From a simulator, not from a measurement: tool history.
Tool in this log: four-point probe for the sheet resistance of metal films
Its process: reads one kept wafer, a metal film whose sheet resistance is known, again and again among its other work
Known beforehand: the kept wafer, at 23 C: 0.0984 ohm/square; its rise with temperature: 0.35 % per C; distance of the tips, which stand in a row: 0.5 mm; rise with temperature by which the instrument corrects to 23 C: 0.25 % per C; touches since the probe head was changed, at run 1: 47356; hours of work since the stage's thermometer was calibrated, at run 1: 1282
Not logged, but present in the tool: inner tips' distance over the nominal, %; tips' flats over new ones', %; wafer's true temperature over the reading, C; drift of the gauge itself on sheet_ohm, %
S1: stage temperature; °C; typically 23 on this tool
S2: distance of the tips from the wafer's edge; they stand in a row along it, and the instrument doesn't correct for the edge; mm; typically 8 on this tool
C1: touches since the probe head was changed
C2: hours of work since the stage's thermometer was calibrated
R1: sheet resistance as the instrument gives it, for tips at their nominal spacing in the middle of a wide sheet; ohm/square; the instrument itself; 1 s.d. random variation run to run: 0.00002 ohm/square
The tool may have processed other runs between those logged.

run 1 hour=0 | S1=23 S2=8 | C1=47356 C2=1282 | R1=0.098155
run 2 hour=23.9 | S1=23 S2=8 | C1=48469 C2=1298 | R1=0.098141
run 3 hour=38.9 | S1=23 S2=8 | C1=49169 C2=1308 | R1=0.098121
run 4 hour=57.8 | S1=23 S2=8 | C1=50048 C2=1320 | R1=0.098102
run 5 hour=80.2 | S1=23 S2=57 | C1=51093 C2=1335 | R1=0.097903
run 6 hour=106.9 | S1=23 S2=57 | C1=52336 C2=1353 | R1=0.09789
run 7 hour=124.4 | S1=23 S2=57 | C1=53154 C2=1364 | R1=0.097881
run 8 hour=143.9 | S1=23 S2=57 | C1=54064 C2=1377 | R1=0.097901
run 9 hour=177.9 | S1=23 S2=8 | C1=55648 C2=1400 | R1=0.098073
-- hour=180.8 stage's thermometer calibrated
run 10 hour=200.5 | S1=23 S2=8 | C1=56676 C2=13 | R1=0.097936
run 11 hour=234.3 | S1=23 S2=8 | C1=58251 C2=36 | R1=0.097923
run 12 hour=266.2 | S1=21 S2=8 | C1=59739 C2=57 | R1=0.09769
run 13 hour=280.5 | S1=21 S2=10 | C1=60405 C2=66 | R1=0.097604
run 14 hour=309.5 | S1=33 S2=9 | C1=61757 C2=86 | R1=0.098863

What does the tool deliver on the next run?
run 15 hour=331.1 | S1=28 S2=7 | C1=62766 C2=100 | R1=?

Run 15 yielded R1 0.098485 ohm/square.
Had the tool carried no hidden state, the very same run would have given R1 0.099203 ohm/square.

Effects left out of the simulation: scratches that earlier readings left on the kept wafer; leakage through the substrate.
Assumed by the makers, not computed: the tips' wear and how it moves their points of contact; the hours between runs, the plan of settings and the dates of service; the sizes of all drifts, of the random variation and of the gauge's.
